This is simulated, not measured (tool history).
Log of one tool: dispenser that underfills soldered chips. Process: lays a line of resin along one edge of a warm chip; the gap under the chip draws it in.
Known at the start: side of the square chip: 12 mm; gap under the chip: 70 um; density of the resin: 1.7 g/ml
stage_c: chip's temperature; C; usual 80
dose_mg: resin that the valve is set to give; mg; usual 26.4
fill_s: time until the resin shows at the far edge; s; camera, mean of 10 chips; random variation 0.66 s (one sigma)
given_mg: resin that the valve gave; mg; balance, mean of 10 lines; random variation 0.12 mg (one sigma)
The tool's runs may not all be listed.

run  hour  stage_c  dose_mg  fill_s  given_mg
  1     0       80     26.4    79.6     25.68
  2   5.3       80     26.4   107.8     25.76
  3  12.5       80     26.4    82.3     25.84
  4    19       80     26.4    59.4     25.69
  5  23.6       80     26.4    78.3     25.59
  6  27.1       80     28.6    91.2     27.69
  7  33.7       80     27.5    67.4     26.31
  8  39.7       69     26.4   138.5      25.6
  9  47.2       85     23.2    63.8     22.45
 10  53.1       66     23.2   174.5     22.36
 11    57       66     23.2   112.7     21.98

Not shown: 5 entries that the log had between the listed runs. Between which runs, and how does the tool's hidden state differ before and after?
Between runs 2 and 3: new syringe of resin (hour 6.5)
  resin's viscosity, % of fresh resin's: 181 -> 136.7; dose that the valve gives, % of what is set: 97.39 -> 97.15; true chip temperature over the reading, C: -0.6 -> -0.62
  measured less the result without the state, fill_s: +49.4 -> +23.7 s; given_mg: -0.69 -> -0.76 mg
Between runs 3 and 4: new syringe of resin (hour 19)
  resin's viscosity, % of fresh resin's: 136.7 -> 100.3; dose that the valve gives, % of what is set: 97.15 -> 96.94; true chip temperature over the reading, C: -0.62 -> -0.64
  measured less the result without the state, fill_s: +23.7 -> +1.8 s; given_mg: -0.76 -> -0.81 mg
Between runs 6 and 7: new syringe of resin (hour 31.2)
  resin's viscosity, % of fresh resin's: 154.3 -> 113.1; dose that the valve gives, % of what is set: 96.65 -> 96.45; true chip temperature over the reading, C: -0.67 -> -0.69
  measured less the result without the state, fill_s: +33.8 -> +9.5 s; given_mg: -0.96 -> -0.97 mg
Between runs 8 and 9: new syringe of resin (hour 43.7)
  resin's viscosity, % of fresh resin's: 156.3 -> 121.1; dose that the valve gives, % of what is set: 96.23 -> 95.98; true chip temperature over the reading, C: -0.71 -> -0.74
  measured less the result without the state, fill_s: +52.7 -> +13.1 s; given_mg: -1 -> -0.93 mg
Between runs 10 and 11: new syringe of resin (hour 56)
  resin's viscosity, % of fresh resin's: 166.4 -> 107.4; dose that the valve gives, % of what is set: 95.79 -> 95.66; true chip temperature over the reading, C: -0.76 -> -0.77
  measured less the result without the state, fill_s: +73.8 -> +12 s; given_mg: -0.98 -> -1 mg

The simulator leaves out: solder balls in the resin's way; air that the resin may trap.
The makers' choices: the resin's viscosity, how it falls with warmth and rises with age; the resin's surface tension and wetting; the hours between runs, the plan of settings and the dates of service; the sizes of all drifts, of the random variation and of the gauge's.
